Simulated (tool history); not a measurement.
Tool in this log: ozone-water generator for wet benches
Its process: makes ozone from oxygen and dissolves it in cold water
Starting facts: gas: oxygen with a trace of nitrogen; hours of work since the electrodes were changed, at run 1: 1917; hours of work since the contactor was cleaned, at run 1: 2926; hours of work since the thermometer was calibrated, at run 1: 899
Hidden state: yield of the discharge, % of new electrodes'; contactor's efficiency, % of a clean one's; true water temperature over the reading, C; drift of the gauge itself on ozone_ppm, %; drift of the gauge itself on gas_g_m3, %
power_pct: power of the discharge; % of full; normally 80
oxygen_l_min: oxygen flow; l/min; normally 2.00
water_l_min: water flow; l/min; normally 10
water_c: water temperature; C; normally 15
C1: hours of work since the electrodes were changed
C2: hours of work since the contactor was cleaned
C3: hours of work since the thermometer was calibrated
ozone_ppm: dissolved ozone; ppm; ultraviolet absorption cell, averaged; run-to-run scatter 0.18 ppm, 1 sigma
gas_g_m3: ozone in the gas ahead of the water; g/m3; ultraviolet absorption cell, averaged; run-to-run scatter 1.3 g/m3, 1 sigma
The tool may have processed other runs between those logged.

{"run": 1, "day": 0.0, "power_pct": 80, "oxygen_l_min": 2.0, "water_l_min": 10, "water_c": 15, "C1": 1917, "C2": 2926, "C3": 899, "ozone_ppm": 22.4, "gas_g_m3": 220.3}
{"run": 2, "day": 4.983, "power_pct": 80, "oxygen_l_min": 2.0, "water_l_min": 10, "water_c": 15, "C1": 2014, "C2": 3022, "C3": 995, "ozone_ppm": 21.8, "gas_g_m3": 224.1}
{"run": 3, "day": 10.412, "power_pct": 48, "oxygen_l_min": 2.0, "water_l_min": 10, "water_c": 15, "C1": 2118, "C2": 3127, "C3": 1100, "ozone_ppm": 16.3, "gas_g_m3": 166.9}
{"run": 4, "day": 16.008, "power_pct": 80, "oxygen_l_min": 2.0, "water_l_min": 10, "water_c": 15, "C1": 2226, "C2": 3235, "C3": 1208, "ozone_ppm": 21.3, "gas_g_m3": 220.2}
{"day": 19.021, "done": "contactor cleaned"}
{"run": 5, "day": 19.988, "power_pct": 80, "oxygen_l_min": 2.0, "water_l_min": 10, "water_c": 12, "C1": 2300, "C2": 19, "C3": 1282, "ozone_ppm": 22.9, "gas_g_m3": 217.6}
{"run": 6, "day": 24.05, "power_pct": 80, "oxygen_l_min": 2.0, "water_l_min": 7, "water_c": 12, "C1": 2378, "C2": 97, "C3": 1360, "ozone_ppm": 30.7, "gas_g_m3": 217.0}
{"run": 7, "day": 29.85, "power_pct": 80, "oxygen_l_min": 2.0, "water_l_min": 10, "water_c": 8, "C1": 2490, "C2": 209, "C3": 1472, "ozone_ppm": 23.3, "gas_g_m3": 216.5}
{"run": 8, "day": 35.404, "power_pct": 80, "oxygen_l_min": 2.0, "water_l_min": 10, "water_c": 20, "C1": 2597, "C2": 316, "C3": 1579, "ozone_ppm": 20.5, "gas_g_m3": 216.2}
{"run": 9, "day": 39.762, "power_pct": 80, "oxygen_l_min": 2.0, "water_l_min": 10, "water_c": 20, "C1": 2681, "C2": 400, "C3": 1663, "ozone_ppm": 20.6, "gas_g_m3": 214.4}
{"run": 10, "day": 44.088, "power_pct": 91, "oxygen_l_min": 2.0, "water_l_min": 10, "water_c": 15, "C1": 2765, "C2": 484, "C3": 1747, "ozone_ppm": 23.3, "gas_g_m3": 227.0}
{"run": 11, "day": 49.579, "power_pct": 91, "oxygen_l_min": 2.0, "water_l_min": 10, "water_c": 15, "C1": 2871, "C2": 590, "C3": 1853, "ozone_ppm": 23.5, "gas_g_m3": 228.6}
{"run": 12, "day": 53.4, "power_pct": 91, "oxygen_l_min": 2.0, "water_l_min": 10, "water_c": 15, "C1": 2945, "C2": 663, "C3": 1926, "ozone_ppm": 23.1, "gas_g_m3": 230.5}
{"run": 13, "day": 58.854, "power_pct": 91, "oxygen_l_min": 2.0, "water_l_min": 10, "water_c": 15, "C1": 3050, "C2": 769, "C3": 2032, "ozone_ppm": 23.1, "gas_g_m3": 227.2}
{"run": 14, "day": 65.133, "power_pct": 91, "oxygen_l_min": 2.0, "water_l_min": 10, "water_c": 15, "C1": 3171, "C2": 890, "C3": 2153, "ozone_ppm": 22.9, "gas_g_m3": 225.2}
{"run": 15, "day": 71.842, "power_pct": 80, "oxygen_l_min": 2.0, "water_l_min": 10, "water_c": 15, "C1": 3300, "C2": 1019, "C3": 2282, "ozone_ppm": 20.9, "gas_g_m3": 207.4}
{"run": 16, "day": 75.392, "power_pct": 80, "oxygen_l_min": 2.0, "water_l_min": 10, "water_c": 15, "C1": 3369, "C2": 1088, "C3": 2351, "ozone_ppm": 20.8, "gas_g_m3": 207.7}
{"run": 17, "day": 81.667, "power_pct": 80, "oxygen_l_min": 2.0, "water_l_min": 10, "water_c": 15, "C1": 3490, "C2": 1209, "C3": 2472, "ozone_ppm": 20.8, "gas_g_m3": 206.0}
{"run": 18, "day": 86.746, "power_pct": 71, "oxygen_l_min": 2.46, "water_l_min": 15, "water_c": 15, "C1": 3588, "C2": 1307, "C3": 2570, "ozone_ppm": 14.0, "gas_g_m3": 176.8}
{"run": 19, "day": 92.338, "power_pct": 49, "oxygen_l_min": 1.18, "water_l_min": 12, "water_c": 8, "C1": 3696, "C2": 1415, "C3": 2678, "ozone_ppm": 12.6, "gas_g_m3": 201.8}
{"run": 20, "day": 96.479, "power_pct": 80, "oxygen_l_min": 2.0, "water_l_min": 10, "water_c": 15, "C1": 3776, "C2": 1495, "C3": 2758, "ozone_ppm": 20.5, "gas_g_m3": 203.7}
{"run": 21, "day": 103.617, "power_pct": 80, "oxygen_l_min": 2.0, "water_l_min": 9, "water_c": 15, "C1": 3914, "C2": 1632, "C3": 2895, "ozone_ppm": 22.3, "gas_g_m3": 204.0}
{"run": 22, "day": 111.317, "power_pct": 57, "oxygen_l_min": 2.0, "water_l_min": 7, "water_c": 15, "C1": 4062, "C2": 1781, "C3": 3044, "ozone_ppm": 22.5, "gas_g_m3": 171.1}
{"run": 23, "day": 115.829, "power_pct": 57, "oxygen_l_min": 2.0, "water_l_min": 7, "water_c": 15, "C1": 4149, "C2": 1868, "C3": 3131, "ozone_ppm": 23.1, "gas_g_m3": 169.8}
{"run": 24, "day": 121.979, "power_pct": 72, "oxygen_l_min": 2.0, "water_l_min": 7, "water_c": 13, "C1": 4268, "C2": 1987, "C3": 3250, "ozone_ppm": 26.0, "gas_g_m3": 189.0}
{"run": 25, "day": 125.542, "power_pct": 80, "oxygen_l_min": 1.81, "water_l_min": 15, "water_c": 7, "C1": 4337, "C2": 2055, "C3": 3319, "ozone_ppm": 13.8, "gas_g_m3": 209.9}
{"run": 26, "day": 129.367, "power_pct": 80, "oxygen_l_min": 1.81, "water_l_min": 15, "water_c": 7, "C1": 4410, "C2": 2129, "C3": 3392, "ozone_ppm": 13.8, "gas_g_m3": 207.9}
{"run": 27, "day": 136.421, "power_pct": 56, "oxygen_l_min": 1.77, "water_l_min": 7, "water_c": 19, "C1": 4547, "C2": 2265, "C3": 3528, "ozone_ppm": 20.6, "gas_g_m3": 176.9}
{"run": 28, "day": 140.075, "power_pct": 80, "oxygen_l_min": 2.0, "water_l_min": 12, "water_c": 15, "C1": 4617, "C2": 2336, "C3": 3599, "ozone_ppm": 16.5, "gas_g_m3": 197.1}
{"run": 29, "day": 143.65, "power_pct": 80, "oxygen_l_min": 2.0, "water_l_min": 7, "water_c": 7, "C1": 4686, "C2": 2405, "C3": 3668, "ozone_ppm": 29.0, "gas_g_m3": 195.8}
{"run": 30, "day": 148.112, "power_pct": 80, "oxygen_l_min": 2.0, "water_l_min": 7, "water_c": 7, "C1": 4772, "C2": 2491, "C3": 3754, "ozone_ppm": 29.1, "gas_g_m3": 197.0}
{"run": 31, "day": 155.325, "power_pct": 80, "oxygen_l_min": 1.08, "water_l_min": 14, "water_c": 16, "C1": 4911, "C2": 2630, "C3": 3893, "ozone_ppm": 11.3, "gas_g_m3": 258.7}
{"run": 32, "day": 162.758, "power_pct": 80, "oxygen_l_min": 1.82, "water_l_min": 14, "water_c": 20, "C1": 5055, "C2": 2774, "C3": 4037, "ozone_ppm": 12.7, "gas_g_m3": 202.2}
{"run": 33, "day": 166.433, "power_pct": 56, "oxygen_l_min": 3.33, "water_l_min": 6, "water_c": 9, "C1": 5126, "C2": 2845, "C3": 4108, "ozone_ppm": 26.4, "gas_g_m3": 127.8}
{"run": 34, "day": 172.483, "power_pct": 54, "oxygen_l_min": 1.53, "water_l_min": 12, "water_c": 15, "C1": 5243, "C2": 2961, "C3": 4224, "ozone_ppm": 12.2, "gas_g_m3": 179.7}

Consider 3 possible next runs. They are alternatives, not a sequence: every one starts from the tool as it was left by run 34. What does each give?
{"run": "A", "day": 175.783, "power_pct": 54, "oxygen_l_min": 1.53, "water_l_min": 12, "water_c": 15, "C1": 5306, "C2": 3025, "C3": 4288, "ozone_ppm": "?", "gas_g_m3": "?"}
{"run": "B", "day": 175.783, "power_pct": 69, "oxygen_l_min": 1.43, "water_l_min": 10, "water_c": 7, "C1": 5306, "C2": 3025, "C3": 4288, "ozone_ppm": "?", "gas_g_m3": "?"}
{"run": "C", "day": 175.783, "power_pct": 82, "oxygen_l_min": 1.53, "water_l_min": 8, "water_c": 17, "C1": 5306, "C2": 3025, "C3": 4288, "ozone_ppm": "?", "gas_g_m3": "?"}

run=A ozone_ppm=12.3 gas_g_m3=179.0
run=B ozone_ppm=17.5 gas_g_m3=206.9
run=C ozone_ppm=21.3 gas_g_m3=218.6
Without the tool's unlogged condition, the same runs would have read:
run=A ozone_ppm=15.6 gas_g_m3=217.6
run=B ozone_ppm=22.8 gas_g_m3=259.4
run=C ozone_ppm=28.2 gas_g_m3=279.9
